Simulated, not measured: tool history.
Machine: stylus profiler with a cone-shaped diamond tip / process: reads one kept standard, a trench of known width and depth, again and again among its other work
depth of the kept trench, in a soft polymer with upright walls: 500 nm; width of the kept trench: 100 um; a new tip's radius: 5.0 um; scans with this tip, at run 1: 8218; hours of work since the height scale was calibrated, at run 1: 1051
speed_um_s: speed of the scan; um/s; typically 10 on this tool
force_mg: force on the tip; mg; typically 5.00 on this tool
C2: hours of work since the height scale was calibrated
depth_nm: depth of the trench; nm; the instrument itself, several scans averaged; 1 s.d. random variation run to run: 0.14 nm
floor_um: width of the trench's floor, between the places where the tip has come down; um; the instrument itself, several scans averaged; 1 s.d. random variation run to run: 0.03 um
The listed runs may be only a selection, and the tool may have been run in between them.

Run 1, hour 0.0: usual settings; scans with this tip 8218; C2 1051. Result: depth_nm 504.78 nm, floor_um 92.14 um.
Run 2, hour 44.9: usual settings but speed_um_s 14 um/s; scans with this tip 8491; C2 1086. Result: depth_nm 504.58 nm, floor_um 91.98 um.
Run 3, hour 88.0: usual settings but speed_um_s 14 um/s; scans with this tip 8753; C2 1119. Result: depth_nm 504.51 nm, floor_um 91.93 um.
Run 4, hour 115.6: usual settings but speed_um_s 14 um/s, force_mg 8.64 mg; scans with this tip 8921; C2 1141. Result: depth_nm 507.56 nm, floor_um 91.91 um.
At hour 155.4: new tip fitted, height scale calibrated.
Run 5, hour 166.0: usual settings but speed_um_s 14 um/s, force_mg 8.64 mg; scans with this tip 65; C2 8. Result: depth_nm 510.45 nm, floor_um 95.54 um.
Run 6, hour 206.6: usual settings; scans with this tip 311; C2 40. Result: depth_nm 506.95 nm, floor_um 95.40 um.
Run 7, hour 245.0: usual settings but speed_um_s 31 um/s; scans with this tip 544; C2 70. Result: depth_nm 507.06 nm, floor_um 95.19 um.
Run 8, hour 268.8: usual settings but speed_um_s 31 um/s; scans with this tip 689; C2 88. Result: depth_nm 506.98 nm, floor_um 95.14 um.
Run 9, hour 304.6: usual settings but speed_um_s 31 um/s; scans with this tip 907; C2 116. Result: depth_nm 506.87 nm, floor_um 95.00 um.
Run 10, hour 354.4: usual settings but speed_um_s 17 um/s; scans with this tip 1209; C2 155. Result: depth_nm 506.70 nm, floor_um 94.86 um.
Run 11, hour 384.4: usual settings but speed_um_s 24 um/s; scans with this tip 1391; C2 178. Result: depth_nm 506.97 nm, floor_um 94.78 um.
Run 12, hour 417.6: usual settings but speed_um_s 4 um/s; scans with this tip 1593; C2 204. Result: depth_nm 506.47 nm, floor_um 94.83 um.
Run 13, hour 449.5: usual settings but speed_um_s 4 um/s; scans with this tip 1787; C2 228. Result: depth_nm 506.38 nm, floor_um 94.68 um.
Run 14, hour 498.1: usual settings but speed_um_s 4 um/s; scans with this tip 2082; C2 266. Result: depth_nm 506.34 nm, floor_um 94.55 um.
Run 15, hour 521.6: usual settings but speed_um_s 7 um/s, force_mg 3.50 mg; scans with this tip 2225; C2 284. Result: depth_nm 504.78 nm, floor_um 94.41 um.
Run 16, hour 566.6: usual settings but speed_um_s 36 um/s, force_mg 2.63 mg; scans with this tip 2498; C2 319. Result: depth_nm 503.95 nm, floor_um 94.14 um.
Run 17, hour 596.7: usual settings but speed_um_s 38 um/s; scans with this tip 2681; C2 343. Result: depth_nm 506.21 nm, floor_um 94.16 um.
Run 18, hour 621.0: usual settings but speed_um_s 22 um/s, force_mg 5.07 mg; scans with this tip 2828; C2 362. Result: depth_nm 506.16 nm, floor_um 94.15 um.
Run 19, hour 657.3: usual settings but speed_um_s 22 um/s, force_mg 5.07 mg; scans with this tip 3049; C2 390. Result: depth_nm 506.51 nm, floor_um 94.06 um.
Run 20, hour 684.5: usual settings but speed_um_s 22 um/s, force_mg 5.07 mg; scans with this tip 3215; C2 411. Result: depth_nm 506.17 nm, floor_um 93.97 um.
Run 21, hour 718.9: usual settings but speed_um_s 22 um/s, force_mg 5.07 mg; scans with this tip 3423; C2 438. Result: depth_nm 506.19 nm, floor_um 93.94 um.
Run 22, hour 741.8: usual settings but speed_um_s 18 um/s, force_mg 2.34 mg; scans with this tip 3562; C2 455. Result: depth_nm 503.14 nm, floor_um 93.76 um.
Run 23, hour 779.8: usual settings but speed_um_s 3 um/s, force_mg 6.95 mg; scans with this tip 3794; C2 485. Result: depth_nm 507.69 nm, floor_um 93.85 um.
Run 24, hour 828.9: usual settings but speed_um_s 4 um/s, force_mg 3.47 mg; scans with this tip 4091; C2 523. Result: depth_nm 504.48 nm, floor_um 93.68 um.
Run 25, hour 877.2: usual settings but speed_um_s 24 um/s; scans with this tip 4385; C2 561. Result: depth_nm 505.76 nm, floor_um 93.46 um.
Run 26, hour 912.9: usual settings but speed_um_s 26 um/s, force_mg 2.41 mg; scans with this tip 4602; C2 588. Result: depth_nm 502.81 nm, floor_um 93.37 um.
Run 27, hour 958.2: usual settings but speed_um_s 5 um/s, force_mg 5.28 mg; scans with this tip 4877; C2 624. Result: depth_nm 505.64 nm, floor_um 93.35 um.

Hidden state at the last listed run before each entry between runs and at the first one after, where it differs:
In the gap between runs 4 and 5: new tip fitted, height scale calibrated (hour 155.4)
  radius of the tip, um: 16.42 -> 5.2; height scale over the true one, %: -0.555 -> -0.034
  measured less the result without the state, depth_nm: -2.83 -> -0.18 nm; floor_um: -3.68 -> -0.09 um
